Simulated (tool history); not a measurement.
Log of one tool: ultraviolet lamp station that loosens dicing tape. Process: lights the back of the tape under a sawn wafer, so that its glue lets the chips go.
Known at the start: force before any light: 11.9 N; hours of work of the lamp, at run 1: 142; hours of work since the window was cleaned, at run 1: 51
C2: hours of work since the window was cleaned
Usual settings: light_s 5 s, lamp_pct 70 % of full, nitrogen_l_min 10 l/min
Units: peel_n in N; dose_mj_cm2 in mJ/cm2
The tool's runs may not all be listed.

run 1 hour=0.0 | light_s=5 lamp_pct=70 nitrogen_l_min=10 | hours_of_work_of_the_lamp=142 C2=51 | peel_n=0.449 dose_mj_cm2=309
run 2 hour=4.7 | light_s=5 lamp_pct=70 nitrogen_l_min=10 | hours_of_work_of_the_lamp=145 C2=54 | peel_n=0.454 dose_mj_cm2=309
run 3 hour=13.8 | light_s=5 lamp_pct=70 nitrogen_l_min=10 | hours_of_work_of_the_lamp=151 C2=60 | peel_n=0.440 dose_mj_cm2=309
run 4 hour=21.3 | light_s=5 lamp_pct=70 nitrogen_l_min=10 | hours_of_work_of_the_lamp=156 C2=65 | peel_n=0.438 dose_mj_cm2=304
run 5 hour=27.8 | light_s=5 lamp_pct=70 nitrogen_l_min=10 | hours_of_work_of_the_lamp=160 C2=69 | peel_n=0.445 dose_mj_cm2=307
run 6 hour=33.3 | light_s=5 lamp_pct=70 nitrogen_l_min=10 | hours_of_work_of_the_lamp=164 C2=73 | peel_n=0.441 dose_mj_cm2=309
run 7 hour=42.4 | light_s=5 lamp_pct=70 nitrogen_l_min=10 | hours_of_work_of_the_lamp=170 C2=79 | peel_n=0.451 dose_mj_cm2=305
run 8 hour=47.3 | light_s=2 lamp_pct=70 nitrogen_l_min=10 | hours_of_work_of_the_lamp=173 C2=82 | peel_n=2.966 dose_mj_cm2=125
run 9 hour=54.9 | light_s=5 lamp_pct=70 nitrogen_l_min=10 | hours_of_work_of_the_lamp=178 C2=87 | peel_n=0.445 dose_mj_cm2=305
run 10 hour=62.3 | light_s=5 lamp_pct=70 nitrogen_l_min=10 | hours_of_work_of_the_lamp=183 C2=92 | peel_n=0.462 dose_mj_cm2=305
run 11 hour=69.6 | light_s=9 lamp_pct=70 nitrogen_l_min=10 | hours_of_work_of_the_lamp=188 C2=97 | peel_n=0.150 dose_mj_cm2=559
run 12 hour=75.6 | light_s=5 lamp_pct=70 nitrogen_l_min=11 | hours_of_work_of_the_lamp=192 C2=101 | peel_n=0.418 dose_mj_cm2=313
run 13 hour=80.1 | light_s=5 lamp_pct=77 nitrogen_l_min=10 | hours_of_work_of_the_lamp=195 C2=104 | peel_n=0.362 dose_mj_cm2=338
run 14 hour=87.1 | light_s=5 lamp_pct=63 nitrogen_l_min=10 | hours_of_work_of_the_lamp=199 C2=108 | peel_n=0.580 dose_mj_cm2=279
run 15 hour=96.0 | light_s=5 lamp_pct=70 nitrogen_l_min=10 | hours_of_work_of_the_lamp=205 C2=114 | peel_n=0.449 dose_mj_cm2=302
run 16 hour=103.6 | light_s=5 lamp_pct=70 nitrogen_l_min=10 | hours_of_work_of_the_lamp=210 C2=119 | peel_n=0.448 dose_mj_cm2=307
run 17 hour=107.5 | light_s=5 lamp_pct=67 nitrogen_l_min=10 | hours_of_work_of_the_lamp=213 C2=122 | peel_n=0.482 dose_mj_cm2=296
run 18 hour=113.3 | light_s=3 lamp_pct=70 nitrogen_l_min=10 | hours_of_work_of_the_lamp=217 C2=126 | peel_n=1.420 dose_mj_cm2=181
run 19 hour=120.6 | light_s=3 lamp_pct=74 nitrogen_l_min=10 | hours_of_work_of_the_lamp=222 C2=131 | peel_n=1.333 dose_mj_cm2=196
run 20 hour=126.2 | light_s=3 lamp_pct=74 nitrogen_l_min=10 | hours_of_work_of_the_lamp=225 C2=134 | peel_n=1.301 dose_mj_cm2=198
run 21 hour=131.5 | light_s=3 lamp_pct=74 nitrogen_l_min=10 | hours_of_work_of_the_lamp=229 C2=138 | peel_n=1.270 dose_mj_cm2=191
run 22 hour=139.8 | light_s=3 lamp_pct=74 nitrogen_l_min=10 | hours_of_work_of_the_lamp=234 C2=143 | peel_n=1.335 dose_mj_cm2=197
run 23 hour=147.1 | light_s=4 lamp_pct=74 nitrogen_l_min=13 | hours_of_work_of_the_lamp=239 C2=148 | peel_n=0.564 dose_mj_cm2=259

Run 24 comes next. What will it give?
run 24 hour=153.7 | light_s=4 lamp_pct=74 nitrogen_l_min=13 | hours_of_work_of_the_lamp=243 C2=152 | peel_n=? dose_mj_cm2=?

peel_n: 0.575 N
dose_mj_cm2: 262 mJ/cm2
Without the tool's hidden state the same run would have given peel_n 0.573 N, dose_mj_cm2 263 mJ/cm2.

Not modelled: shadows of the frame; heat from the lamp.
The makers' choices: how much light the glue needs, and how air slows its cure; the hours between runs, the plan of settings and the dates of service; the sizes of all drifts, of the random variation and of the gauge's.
